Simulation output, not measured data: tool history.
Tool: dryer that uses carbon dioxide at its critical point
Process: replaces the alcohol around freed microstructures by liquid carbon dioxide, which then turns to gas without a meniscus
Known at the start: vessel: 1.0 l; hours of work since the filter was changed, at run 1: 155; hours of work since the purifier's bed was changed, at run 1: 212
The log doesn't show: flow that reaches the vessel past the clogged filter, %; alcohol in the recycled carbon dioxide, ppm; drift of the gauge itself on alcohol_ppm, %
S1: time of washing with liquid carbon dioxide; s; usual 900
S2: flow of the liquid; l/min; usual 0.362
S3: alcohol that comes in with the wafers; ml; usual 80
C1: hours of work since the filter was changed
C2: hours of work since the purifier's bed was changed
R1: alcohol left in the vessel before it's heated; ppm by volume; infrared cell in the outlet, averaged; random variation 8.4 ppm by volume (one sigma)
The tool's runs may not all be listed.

{"run": 1, "hour": 0.0, "S1": 900, "S2": 0.362, "S3": 80, "C1": 155, "C2": 212, "R1": 707}
{"run": 2, "hour": 15.6, "S1": 900, "S2": 0.362, "S3": 80, "C1": 161, "C2": 218, "R1": 737}
{"run": 3, "hour": 34.5, "S1": 900, "S2": 0.362, "S3": 80, "C1": 168, "C2": 225, "R1": 747}
{"run": 4, "hour": 49.5, "S1": 900, "S2": 0.362, "S3": 80, "C1": 174, "C2": 231, "R1": 728}
{"run": 5, "hour": 61.3, "S1": 900, "S2": 0.372, "S3": 80, "C1": 178, "C2": 235, "R1": 655}
{"run": 6, "hour": 84.4, "S1": 900, "S2": 0.372, "S3": 80, "C1": 187, "C2": 244, "R1": 683}
{"run": 7, "hour": 102.5, "S1": 900, "S2": 0.233, "S3": 80, "C1": 194, "C2": 251, "R1": 4493}
{"run": 8, "hour": 125.5, "S1": 900, "S2": 0.233, "S3": 80, "C1": 203, "C2": 260, "R1": 4325}
{"run": 9, "hour": 141.9, "S1": 900, "S2": 0.362, "S3": 80, "C1": 209, "C2": 266, "R1": 825}
{"run": 10, "hour": 165.3, "S1": 900, "S2": 0.362, "S3": 80, "C1": 218, "C2": 275, "R1": 859}
{"run": 11, "hour": 186.3, "S1": 900, "S2": 0.362, "S3": 80, "C1": 226, "C2": 283, "R1": 864}
{"hour": 206.4, "done": "inlet filter changed"}
{"run": 12, "hour": 210.5, "S1": 900, "S2": 0.362, "S3": 80, "C1": 2, "C2": 292, "R1": 505}
{"run": 13, "hour": 228.1, "S1": 900, "S2": 0.362, "S3": 80, "C1": 8, "C2": 299, "R1": 499}
{"run": 14, "hour": 242.4, "S1": 900, "S2": 0.362, "S3": 80, "C1": 14, "C2": 304, "R1": 518}
{"run": 15, "hour": 254.3, "S1": 900, "S2": 0.362, "S3": 80, "C1": 18, "C2": 309, "R1": 530}
{"run": 16, "hour": 275.7, "S1": 900, "S2": 0.362, "S3": 80, "C1": 27, "C2": 317, "R1": 537}
{"run": 17, "hour": 289.6, "S1": 900, "S2": 0.252, "S3": 80, "C1": 32, "C2": 323, "R1": 2586}
{"run": 18, "hour": 307.8, "S1": 900, "S2": 0.609, "S3": 80, "C1": 39, "C2": 330, "R1": 49}
{"run": 19, "hour": 329.3, "S1": 1260, "S2": 0.578, "S3": 37, "C1": 47, "C2": 338, "R1": 52}
{"run": 20, "hour": 345.1, "S1": 1020, "S2": 0.362, "S3": 80, "C1": 53, "C2": 344, "R1": 306}
{"run": 21, "hour": 358.5, "S1": 900, "S2": 0.253, "S3": 100, "C1": 58, "C2": 349, "R1": 3327}
{"run": 22, "hour": 368.2, "S1": 900, "S2": 0.253, "S3": 100, "C1": 62, "C2": 353, "R1": 3367}
{"run": 23, "hour": 381.2, "S1": 900, "S2": 0.253, "S3": 100, "C1": 67, "C2": 358, "R1": 3369}
{"run": 24, "hour": 399.9, "S1": 1200, "S2": 0.362, "S3": 76, "C1": 74, "C2": 365, "R1": 150}
{"run": 25, "hour": 413.7, "S1": 660, "S2": 0.362, "S3": 99, "C1": 80, "C2": 370, "R1": 2640}
{"run": 26, "hour": 432.3, "S1": 960, "S2": 0.329, "S3": 85, "C1": 87, "C2": 377, "R1": 795}
{"run": 27, "hour": 449.6, "S1": 540, "S2": 0.371, "S3": 57, "C1": 93, "C2": 384, "R1": 2805}

Measured less the same run without the tool's hidden state. The same run-to-run variation is in both; the gauge's scatter may not be:
run=1 R1=+257
run=2 R1=+274
run=3 R1=+290
run=4 R1=+288
run=5 R1=+270
run=6 R1=+294
run=7 R1=+1271
run=8 R1=+1268
run=9 R1=+371
run=10 R1=+401
run=11 R1=+416
run=12 R1=+40
run=13 R1=+51
run=14 R1=+59
run=15 R1=+66
run=16 R1=+79
run=17 R1=+201
run=18 R1=+41
run=19 R1=+41
run=20 R1=+85
run=21 R1=+409
run=22 R1=+434
run=23 R1=+461
run=24 R1=+68
run=25 R1=+449
run=26 R1=+206
run=27 R1=+465
